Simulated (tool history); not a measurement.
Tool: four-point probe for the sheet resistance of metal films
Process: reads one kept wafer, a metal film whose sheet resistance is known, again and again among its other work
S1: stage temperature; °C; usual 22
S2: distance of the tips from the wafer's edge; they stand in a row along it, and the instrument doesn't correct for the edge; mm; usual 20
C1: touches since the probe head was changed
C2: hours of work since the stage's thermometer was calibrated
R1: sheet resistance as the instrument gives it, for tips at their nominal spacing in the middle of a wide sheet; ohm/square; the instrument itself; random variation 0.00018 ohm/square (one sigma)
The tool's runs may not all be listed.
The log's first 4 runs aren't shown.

run,hour,S1,S2,C1,C2,R1
5,50.9,22,20,3918,1370,0.884001
6,59.7,22,20,4094,1374,0.884248
7,79.2,22,20,4483,1384,0.883913
8,94.2,22,20,4781,1391,0.883748
9,103.2,22,18,4961,1395,0.884115
10,113.2,22,18,5160,1400,0.883817
11,126.9,22,5,5433,1406,0.888425
12,135.5,22,20,5604,1410,0.883928
13,149,22,20,5872,1416,0.883915
14,164.2,31,20,6176,1423,0.87424
15,182.4,22,20,6539,1432,0.883771
16,190.5,22,20,6700,1436,0.883927
# hour 192.3: stage's thermometer calibrated
17,204.1,22,20,6960,6,0.88372
18,219.9,22,20,7275,13,0.883828
19,235.8,27,20,7592,20,0.878822
20,246.9,27,20,7814,26,0.878738
21,264.8,27,20,8171,34,0.878528

The next listed run, before its measurement:
22,279.9,27,20,8471,41,?

Run 22 gave R1 0.878741 ohm/square.
Without the tool's hidden state the same run would have given R1 0.881425 ohm/square.
